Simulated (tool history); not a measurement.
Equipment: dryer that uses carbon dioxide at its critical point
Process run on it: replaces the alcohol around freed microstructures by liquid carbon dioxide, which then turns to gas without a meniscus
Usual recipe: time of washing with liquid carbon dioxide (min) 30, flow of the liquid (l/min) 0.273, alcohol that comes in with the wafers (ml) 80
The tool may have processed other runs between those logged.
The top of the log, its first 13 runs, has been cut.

run    hour  time of washing with liquid carbon dioxide (min)  flow of the liquid (l/min)  alcohol that comes in with the wafers (ml)  hours of work since the filter was changed  hours of work since the purifier's bed was changed  alcohol left in the vessel before it's heated (ppm by volume)
 14   618.7                                                30                       0.273                                          80                                          63                                                 462                                                            170
 15   681.9                                                30                       0.273                                          55                                         101                                                 501                                                            136
 16   715.5                                                30                       0.273                                          55                                         122                                                 521                                                            140
 17   778.6                                                30                       0.273                                          55                                         161                                                 560                                                            150
 18     840                                                30                       0.273                                          55                                         198                                                 597                                                            163
 19   873.5                                                30                       0.273                                          55                                         218                                                 618                                                            155
 20   918.9                                                38                       0.273                                          24                                         246                                                 645                                                             60
 21   965.2                                                40                       0.335                                          31                                         274                                                 674                                                             51
 22  1017.3                                                20                       0.193                                          31                                         306                                                 705                                                           1920
     1050.5  -- inlet filter changed
 23  1055.6                                                20                       0.193                                          31                                           3                                                 728                                                           1500
       1083  -- purifier's bed changed
 24  1100.2                                                20                       0.193                                          31                                          29                                                  11                                                           1450
 25  1161.2                                                30                       0.193                                         100                                          66                                                  48                                                           1099
 26  1220.3                                                30                       0.428                                          25                                         102                                                  84                                                             21
 27    1261                                                30                       0.428                                          25                                         127                                                 109                                                             11
 28  1311.6                                                30                       0.217                                          80                                         158                                                 140                                                            571
 29  1364.3                                                35                       0.235                                          42                                         190                                                 172                                                            103
 30  1412.3                                                35                       0.235                                          42                                         219                                                 201                                                            103
 31  1453.7                                                35                       0.235                                          42                                         244                                                 226                                                            114
 32  1493.8                                                34                       0.273                                          98                                         269                                                 251                                                            120
 33  1549.2                                                34                       0.273                                          98                                         303                                                 285                                                            128
     1587.8  -- inlet filter changed
 34  1608.4                                                36                       0.372                                          31                                          13                                                 320                                                             20
 35  1671.6                                                36                       0.372                                          31                                          51                                                 359                                                             29
 36    1724                                                37                       0.185                                          52                                          83                                                 391                                                            273

Forecast each of these 5 alternatives for the next run:
  A  1783.9                                                43                       0.273                                          29                                         120                                                 427                                                              ?
  B  1783.9                                                37                       0.201                                          52                                         120                                                 427                                                              ?
  C  1783.9                                                45                        0.27                                          42                                         120                                                 427                                                              ?
  D  1783.9                                                28                        0.28                                          80                                         120                                                 427                                                              ?
  E  1783.9                                                18                       0.171                                          37                                         120                                                 427                                                              ?

run  alcohol left in the vessel before it's heated (ppm by volume)
  A                                                             37
  B                                                            199
  C                                                             36
  D                                                            222
  E                                                           3469
With no hidden state in the tool, these same runs would have given:
run  alcohol left in the vessel before it's heated (ppm by volume)
  A                                                              9
  B                                                            148
  C                                                              8
  D                                                            166
  E                                                           3220
